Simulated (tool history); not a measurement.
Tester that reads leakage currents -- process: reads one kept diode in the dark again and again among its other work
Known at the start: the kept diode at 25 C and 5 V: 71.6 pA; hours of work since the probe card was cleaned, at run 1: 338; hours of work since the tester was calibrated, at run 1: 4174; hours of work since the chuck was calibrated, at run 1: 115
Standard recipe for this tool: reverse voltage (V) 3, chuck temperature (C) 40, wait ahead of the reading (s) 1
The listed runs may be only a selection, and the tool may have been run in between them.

run    hour  reverse voltage (V)  chuck temperature (C)  wait ahead of the reading (s)  hours of work since the probe card was cleaned  hours of work since the tester was calibrated  hours of work since the chuck was calibrated  current that the tester gives (pA)
  1       0                    3                     40                              1                                             338                                           4174                                           115                              169.07
  2   155.9                    3                     40                              1                                             431                                           4268                                           208                              168.08
  3   244.1                    3                     40                              1                                             484                                           4320                                           261                              168.51
  4   386.2                14.39                     40                              1                                             569                                           4405                                           346                              349.73
  5   499.6                 9.79                     40                              1                                             637                                           4473                                           414                              291.24
  6   645.7                 9.79                     40                              1                                             724                                           4560                                           501                              290.56
  7   769.3                 9.79                     40                           0.65                                             798                                           4634                                           575                              292.17
  8   845.8                 9.79                     40                           0.65                                             844                                           4680                                           621                              291.41
  9  1013.4                    3                     35                              1                                             944                                           4780                                           721                              118.48
 10  1179.3                    3                     58                              1                                            1043                                           4879                                           820                              542.57
 11  1267.3                    3                     58                              1                                            1096                                           4932                                           873                              539.24
     1302.8  -- chuck's temperature calibrated
 12  1384.9                    3                     58                              1                                            1165                                           5001                                            49                              542.86
 13  1494.7                    3                     58                              1                                            1230                                           5066                                           115                               541.1
 14  1586.4                    3                     35                              1                                            1285                                           5121                                           169                              118.58
 15  1748.2                    3                     35                              1                                            1382                                           5218                                           266                              118.38
 16  1855.8                    3                     35                              1                                            1446                                           5282                                           330                              118.72
 17  2032.1                    3                     35                              1                                            1551                                           5387                                           436                              118.63
 18  2143.7                    3                     22                              1                                            1618                                           5454                                           502                               45.81
 19  2276.6                    3                     22                              1                                            1697                                           5533                                           582                               45.88
     2320.3  -- tester calibrated
 20  2384.2                    3                     22                              1                                            1760                                             38                                           645                               45.57
 21  2508.3                    3                     21                              1                                            1835                                            112                                           719                               42.53
 22  2683.3                 6.02                     31                           2.24                                            1939                                            217                                           824                              122.05
 23  2778.6                  7.1                     52                           1.64                                            1996                                            274                                           881                              551.96
     2799.6  -- chuck's temperature calibrated
 24  2909.6                 3.25                     52                           0.84                                            2073                                            351                                            66                              387.01
 25  3026.6                 3.89                     34                           2.67                                            2143                                            421                                           136                              124.09
 26  3160.8                 2.72                     24                              1                                            2223                                            501                                           216                               50.94
 27  3272.2                13.33                     40                           4.46                                            2290                                            568                                           282                              333.75
 28  3366.3                 1.39                     42                           4.46                                            2346                                            624                                           339                              134.56
 29  3454.6                 1.39                     42                           4.46                                            2399                                            677                                           391                              134.87
 30  3598.7                 1.39                     42                           0.74                                            2485                                            763                                           477                              135.05
 31  3762.7                 1.39                     42                           0.51                                            2583                                            861                                           575                              135.03
 32  3894.6                    3                     24                           5.24                                            2662                                            939                                           654                               52.66
 33  4058.8                    3                     21                           2.89                                            2760                                           1038                                           752                               42.02

The next listed run, before its measurement:
 34  4184                 3.61                     22                           2.78                                            2835                                           1112                                           827                                   ?

{"run 34": {"current that the tester gives (pA)": 49.3}}
Had the tool carried no hidden state, the very same run would have given current that the tester gives (pA) 49.38.

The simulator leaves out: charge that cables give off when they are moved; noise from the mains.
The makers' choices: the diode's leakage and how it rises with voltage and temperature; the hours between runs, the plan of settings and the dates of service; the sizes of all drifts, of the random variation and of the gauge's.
